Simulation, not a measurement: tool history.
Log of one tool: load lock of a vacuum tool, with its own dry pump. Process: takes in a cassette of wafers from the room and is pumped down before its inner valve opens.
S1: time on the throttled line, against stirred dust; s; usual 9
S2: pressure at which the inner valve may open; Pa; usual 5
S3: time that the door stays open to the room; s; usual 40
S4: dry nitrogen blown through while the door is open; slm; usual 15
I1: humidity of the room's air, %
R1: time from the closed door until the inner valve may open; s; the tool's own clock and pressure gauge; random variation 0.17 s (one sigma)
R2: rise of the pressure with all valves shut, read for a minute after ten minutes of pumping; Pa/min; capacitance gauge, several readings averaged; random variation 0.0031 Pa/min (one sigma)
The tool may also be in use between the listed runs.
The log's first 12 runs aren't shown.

{"run": 13, "hour": 2352.9, "S1": 9, "S2": 5, "S3": 40, "S4": 15, "I1": 47.3, "R1": 18.9, "R2": 0.169}
{"run": 14, "hour": 2586.8, "S1": 9, "S2": 5, "S3": 40, "S4": 15, "I1": 42.6, "R1": 19.1, "R2": 0.16}
{"run": 15, "hour": 2747.5, "S1": 9, "S2": 10, "S3": 40, "S4": 15, "I1": 50.0, "R1": 18.0, "R2": 0.17}
{"run": 16, "hour": 2964.6, "S1": 9, "S2": 6, "S3": 40, "S4": 15, "I1": 48.1, "R1": 18.7, "R2": 0.166}
{"run": 17, "hour": 3141.6, "S1": 9, "S2": 6, "S3": 40, "S4": 15, "I1": 44.4, "R1": 18.7, "R2": 0.165}
{"run": 18, "hour": 3332.4, "S1": 9, "S2": 5, "S3": 40, "S4": 5, "I1": 44.7, "R1": 19.0, "R2": 0.181}
{"run": 19, "hour": 3563.2, "S1": 13, "S2": 5, "S3": 40, "S4": 5, "I1": 45.7, "R1": 22.0, "R2": 0.193}
{"hour": 3683.3, "done": "dry pump taken out, an overhauled one fitted"}
{"run": 20, "hour": 3760.5, "S1": 9, "S2": 5, "S3": 94, "S4": 15, "I1": 46.8, "R1": 18.0, "R2": 0.199}
{"run": 21, "hour": 3902.4, "S1": 5, "S2": 5, "S3": 40, "S4": 10, "I1": 45.8, "R1": 15.3, "R2": 0.192}
{"run": 22, "hour": 4117.0, "S1": 5, "S2": 5, "S3": 40, "S4": 32, "I1": 48.6, "R1": 15.2, "R2": 0.175}
{"run": 23, "hour": 4289.0, "S1": 5, "S2": 5, "S3": 40, "S4": 32, "I1": 47.2, "R1": 15.0, "R2": 0.175}
{"run": 24, "hour": 4504.8, "S1": 5, "S2": 6, "S3": 40, "S4": 32, "I1": 43.6, "R1": 14.8, "R2": 0.174}
{"run": 25, "hour": 4760.7, "S1": 5, "S2": 5, "S3": 40, "S4": 32, "I1": 44.1, "R1": 15.1, "R2": 0.177}
{"run": 26, "hour": 4884.8, "S1": 9, "S2": 9, "S3": 27, "S4": 15, "I1": 43.8, "R1": 17.2, "R2": 0.188}
{"run": 27, "hour": 5159.4, "S1": 9, "S2": 9, "S3": 27, "S4": 15, "I1": 47.6, "R1": 17.5, "R2": 0.197}
{"run": 28, "hour": 5372.4, "S1": 9, "S2": 7, "S3": 188, "S4": 15, "I1": 42.9, "R1": 17.6, "R2": 0.234}
{"run": 29, "hour": 5502.9, "S1": 11, "S2": 5, "S3": 40, "S4": 10, "I1": 46.3, "R1": 19.5, "R2": 0.216}
{"run": 30, "hour": 5727.5, "S1": 11, "S2": 8, "S3": 40, "S4": 5, "I1": 39.8, "R1": 19.0, "R2": 0.215}
{"run": 31, "hour": 5987.8, "S1": 11, "S2": 8, "S3": 40, "S4": 5, "I1": 40.7, "R1": 19.1, "R2": 0.221}
{"run": 32, "hour": 6161.9, "S1": 5, "S2": 5, "S3": 40, "S4": 5, "I1": 44.9, "R1": 15.5, "R2": 0.237}
{"run": 33, "hour": 6383.6, "S1": 5, "S2": 5, "S3": 40, "S4": 5, "I1": 42.2, "R1": 15.5, "R2": 0.231}
{"run": 34, "hour": 6524.6, "S1": 9, "S2": 4, "S3": 40, "S4": 15, "I1": 42.5, "R1": 18.6, "R2": 0.219}
{"run": 35, "hour": 6750.9, "S1": 5, "S2": 5, "S3": 70, "S4": 15, "I1": 47.5, "R1": 15.6, "R2": 0.243}
{"run": 36, "hour": 7002.4, "S1": 5, "S2": 5, "S3": 70, "S4": 15, "I1": 43.1, "R1": 15.9, "R2": 0.248}
{"run": 37, "hour": 7263.6, "S1": 5, "S2": 5, "S3": 70, "S4": 15, "I1": 44.8, "R1": 15.7, "R2": 0.251}

3 ways to go on from here, each from the tool as it stands after run 37. What would each give?
{"run": "A", "hour": 7453.5, "S1": 9, "S2": 5, "S3": 40, "S4": 15, "I1": 44.0, "R1": "?", "R2": "?"}
{"run": "B", "hour": 7453.5, "S1": 9, "S2": 5, "S3": 41, "S4": 34, "I1": 43.8, "R1": "?", "R2": "?"}
{"run": "C", "hour": 7453.5, "S1": 5, "S2": 5, "S3": 40, "S4": 39, "I1": 45.1, "R1": "?", "R2": "?"}

run=A R1=18.5 R2=0.247
run=B R1=18.7 R2=0.229
run=C R1=15.5 R2=0.229
Without the tool's hidden state the same runs would have given:
run=A R1=18.0 R2=0.065
run=B R1=18.2 R2=0.048
run=C R1=14.9 R2=0.048
